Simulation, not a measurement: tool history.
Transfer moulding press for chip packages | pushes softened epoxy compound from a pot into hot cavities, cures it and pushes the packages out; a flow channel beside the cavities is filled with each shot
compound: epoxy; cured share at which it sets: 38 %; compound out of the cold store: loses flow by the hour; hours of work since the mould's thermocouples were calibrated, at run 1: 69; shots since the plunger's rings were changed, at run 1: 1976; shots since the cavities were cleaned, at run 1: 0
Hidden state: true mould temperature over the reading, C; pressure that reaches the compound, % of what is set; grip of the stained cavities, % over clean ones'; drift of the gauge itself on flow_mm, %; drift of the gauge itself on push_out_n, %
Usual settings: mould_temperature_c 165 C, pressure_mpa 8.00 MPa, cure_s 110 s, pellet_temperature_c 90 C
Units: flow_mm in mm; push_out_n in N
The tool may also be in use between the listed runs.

run	hour	mould_temperature_c	pressure_mpa	cure_s	pellet_temperature_c	hours of work since the mould's thermocouples were calibrated	shots since the plunger's rings were changed	shots since the cavities were cleaned	incoming compound's hours out of the cold store	flow_mm	push_out_n
1	0.0	165	8.00	110	90	69	1976	0	34.0	704	382
2	17.5	163	8.00	110	90	81	2177	201	12.4	761	537
3	33.9	163	8.00	127	90	93	2368	392	12.6	765	546
4	46.6	159	8.00	127	90	102	2514	538	14.4	771	672
5	57.8	165	8.00	110	90	110	2643	667	31.3	703	632
6	77.8	165	8.00	110	90	124	2874	898	38.4	685	649
# hour 97.8: cavities cleaned with cleaning compound and waxed
7	98.2	158	8.00	110	90	137	3092	4	46.5	689	558
8	118.6	158	8.79	91	80	152	3328	240	33.3	750	1142

Forecast run 9:
# hour 129.9: plunger's sealing rings changed
9	130.0	158	8.79	146	86	158	2	343	33.3	?	?

{"run 9": {"flow_mm": 776, "push_out_n": 520}}
Without the tool's hidden state the same run would have given flow_mm 776 mm, push_out_n 363 N.

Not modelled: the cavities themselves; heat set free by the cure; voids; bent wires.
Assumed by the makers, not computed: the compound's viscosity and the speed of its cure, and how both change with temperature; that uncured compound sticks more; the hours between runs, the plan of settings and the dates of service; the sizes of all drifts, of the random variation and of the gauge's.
